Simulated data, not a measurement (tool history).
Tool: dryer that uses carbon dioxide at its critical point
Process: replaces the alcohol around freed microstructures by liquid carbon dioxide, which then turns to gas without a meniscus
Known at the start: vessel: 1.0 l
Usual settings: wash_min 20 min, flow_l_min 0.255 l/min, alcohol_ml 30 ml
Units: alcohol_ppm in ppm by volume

| run | hour | wash_min | flow_l_min | alcohol_ml | alcohol_ppm |
|---|---|---|---|---|---|
| 1 | 0.0 | 20 | 0.255 | 30 | 707 |
| 2 | 10.9 | 20 | 0.255 | 30 | 732 |
| 3 | 16.6 | 20 | 0.255 | 30 | 719 |
| 4 | 25.7 | 20 | 0.255 | 30 | 714 |
| 5 | 31.7 | 20 | 0.255 | 30 | 701 |
| 6 | 36.7 | 20 | 0.181 | 30 | 2290 |
| 7 | 42.4 | 20 | 0.255 | 94 | 2204 |
| 8 | 53.9 | 20 | 0.255 | 94 | 2204 |
| 9 | 64.1 | 20 | 0.255 | 94 | 2210 |
| 10 | 71.6 | 17 | 0.181 | 33 | 3655 |
| 11 | 76.6 | 20 | 0.356 | 105 | 531 |
| 12 | 88.6 | 20 | 0.356 | 105 | 523 |
| 13 | 100.4 | 12 | 0.222 | 30 | 4439 |
| 14 | 110.3 | 12 | 0.222 | 30 | 4393 |
| 15 | 118.1 | 20 | 0.174 | 30 | 2588 |
| 16 | 128.7 | 24 | 0.202 | 104 | 3296 |
| 17 | 135.2 | 13 | 0.381 | 66 | 1673 |
| 18 | 145.5 | 13 | 0.196 | 66 | 10692 |

Some steps in alcohol_ppm between neighbouring runs. How much of each would the tool show without its hidden state too (settings, what came in, random variation), and how much is left for the hidden state, with any gauge scatter that isn't in both results?
The hidden state here: flow that reaches the vessel past the clogged filter, %; alcohol in the recycled carbon dioxide, ppm; drift of the gauge itself on alcohol_ppm, %.
Run 17 -> 18: flow_l_min 0.381 -> 0.196. alcohol_ppm +9019 ppm by volume: hidden state +793, all else +8226.
